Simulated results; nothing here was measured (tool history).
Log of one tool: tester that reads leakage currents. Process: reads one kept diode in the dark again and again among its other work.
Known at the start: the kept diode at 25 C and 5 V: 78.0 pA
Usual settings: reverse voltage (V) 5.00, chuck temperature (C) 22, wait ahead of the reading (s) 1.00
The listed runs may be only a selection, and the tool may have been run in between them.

run,day,reverse voltage (V),chuck temperature (C),wait ahead of the reading (s),current that the tester gives (pA)
1,0.000,5.00,22,1.00,61.55
2,2.612,5.00,22,1.00,62.04
3,4.288,5.00,22,1.00,62.04
4,6.533,5.00,22,1.00,61.90
5,8.392,5.00,22,1.00,62.13
6,11.762,5.00,22,1.00,61.63
# day 14.129: chuck's temperature calibrated
7,14.296,14.13,22,1.00,95.48
8,16.442,14.13,22,3.27,91.53
9,18.179,14.13,22,3.27,91.47
10,20.838,14.13,22,3.27,91.19
11,23.846,14.13,20,3.27,76.75
12,27.246,5.00,22,0.49,64.23
13,29.112,5.00,49,0.49,540.49
14,31.958,5.00,49,0.49,544.82
15,33.783,19.24,49,0.49,923.26
16,36.200,5.00,28,1.00,102.62
17,37.738,5.00,22,2.43,60.75
18,40.550,5.00,22,2.43,60.78
19,42.196,5.00,22,6.40,59.97
20,45.433,5.00,22,1.39,61.46
21,48.608,7.48,22,6.66,70.38
22,50.304,1.54,45,6.66,253.39
23,51.738,2.84,39,1.00,201.46
# day 52.575: chuck's temperature calibrated
24,54.500,5.00,33,2.64,154.30
25,56.100,5.00,33,2.64,153.77
26,58.233,10.71,58,1.00,1394.22
27,60.046,10.71,58,1.00,1396.26
28,61.554,13.24,29,1.50,163.78
29,63.254,2.49,23,0.78,51.32
30,66.025,2.49,23,0.78,51.57
31,67.612,2.87,29,0.31,92.34
32,71.046,2.87,29,0.31,92.44
33,73.575,5.38,49,2.41,556.30
34,75.842,4.87,34,8.34,165.12
35,77.242,4.87,34,8.34,164.86
36,80.008,4.87,34,3.90,166.24
37,81.700,4.87,34,3.90,164.87

Predict the results of run 38:
# day 85.208: probe card cleaned and baked
38,85.208,4.87,34,3.90,?

Run 38 gave current that the tester gives (pA) 165.61.
Minus the tool's unlogged condition, the same run would have read current that the tester gives (pA) 166.00.
